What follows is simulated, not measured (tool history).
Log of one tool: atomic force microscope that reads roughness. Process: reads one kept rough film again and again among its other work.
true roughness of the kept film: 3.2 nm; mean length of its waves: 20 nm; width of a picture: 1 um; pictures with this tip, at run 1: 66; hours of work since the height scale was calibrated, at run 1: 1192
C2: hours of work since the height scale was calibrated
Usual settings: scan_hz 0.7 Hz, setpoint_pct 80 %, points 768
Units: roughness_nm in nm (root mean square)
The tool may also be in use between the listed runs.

{"run": 1, "day": 0.0, "scan_hz": 0.7, "setpoint_pct": 80, "points": 768, "pictures with this tip": 66, "C2": 1192, "roughness_nm": 2.147}
{"run": 2, "day": 1.721, "scan_hz": 0.7, "setpoint_pct": 80, "points": 768, "pictures with this tip": 110, "C2": 1212, "roughness_nm": 1.997}
{"run": 3, "day": 3.475, "scan_hz": 2.58, "setpoint_pct": 80, "points": 768, "pictures with this tip": 155, "C2": 1232, "roughness_nm": 1.592}
{"run": 4, "day": 6.542, "scan_hz": 2.58, "setpoint_pct": 80, "points": 768, "pictures with this tip": 234, "C2": 1267, "roughness_nm": 1.423}
{"run": 5, "day": 8.638, "scan_hz": 2.58, "setpoint_pct": 80, "points": 768, "pictures with this tip": 288, "C2": 1292, "roughness_nm": 1.322}
{"day": 9.696, "done": "new tip fitted"}
{"run": 6, "day": 11.175, "scan_hz": 3.189, "setpoint_pct": 80, "points": 768, "pictures with this tip": 38, "C2": 1321, "roughness_nm": 1.84}
{"run": 7, "day": 13.596, "scan_hz": 3.189, "setpoint_pct": 80, "points": 768, "pictures with this tip": 101, "C2": 1349, "roughness_nm": 1.648}
{"run": 8, "day": 16.158, "scan_hz": 3.189, "setpoint_pct": 80, "points": 768, "pictures with this tip": 166, "C2": 1378, "roughness_nm": 1.491}
{"run": 9, "day": 17.458, "scan_hz": 1.128, "setpoint_pct": 87, "points": 763, "pictures with this tip": 200, "C2": 1393, "roughness_nm": 1.594}
{"run": 10, "day": 19.571, "scan_hz": 0.526, "setpoint_pct": 76, "points": 307, "pictures with this tip": 254, "C2": 1418, "roughness_nm": 1.603}
{"run": 11, "day": 21.662, "scan_hz": 0.526, "setpoint_pct": 76, "points": 307, "pictures with this tip": 307, "C2": 1442, "roughness_nm": 1.498}
{"day": 21.858, "done": "new tip fitted"}
{"run": 12, "day": 23.633, "scan_hz": 0.66, "setpoint_pct": 65, "points": 308, "pictures with this tip": 45, "C2": 1465, "roughness_nm": 2.236}

Forecast each of these 5 alternatives for the next run:
{"run": "A", "day": 25.379, "scan_hz": 0.794, "setpoint_pct": 57, "points": 574, "pictures with this tip": 90, "C2": 1485, "roughness_nm": "?"}
{"run": "B", "day": 25.379, "scan_hz": 0.842, "setpoint_pct": 62, "points": 513, "pictures with this tip": 90, "C2": 1485, "roughness_nm": "?"}
{"run": "C", "day": 25.379, "scan_hz": 0.7, "setpoint_pct": 80, "points": 674, "pictures with this tip": 90, "C2": 1485, "roughness_nm": "?"}
{"run": "D", "day": 25.379, "scan_hz": 0.66, "setpoint_pct": 65, "points": 312, "pictures with this tip": 90, "C2": 1485, "roughness_nm": "?"}
{"run": "E", "day": 25.379, "scan_hz": 2.371, "setpoint_pct": 80, "points": 279, "pictures with this tip": 90, "C2": 1485, "roughness_nm": "?"}

run=A roughness_nm=2.125
run=B roughness_nm=2.114
run=C roughness_nm=2.021
run=D roughness_nm=2.08
run=E roughness_nm=1.743
Without the tool's hidden state the same runs would have given:
run=A roughness_nm=2.555
run=B roughness_nm=2.541
run=C roughness_nm=2.432
run=D roughness_nm=2.501
run=E roughness_nm=2.096
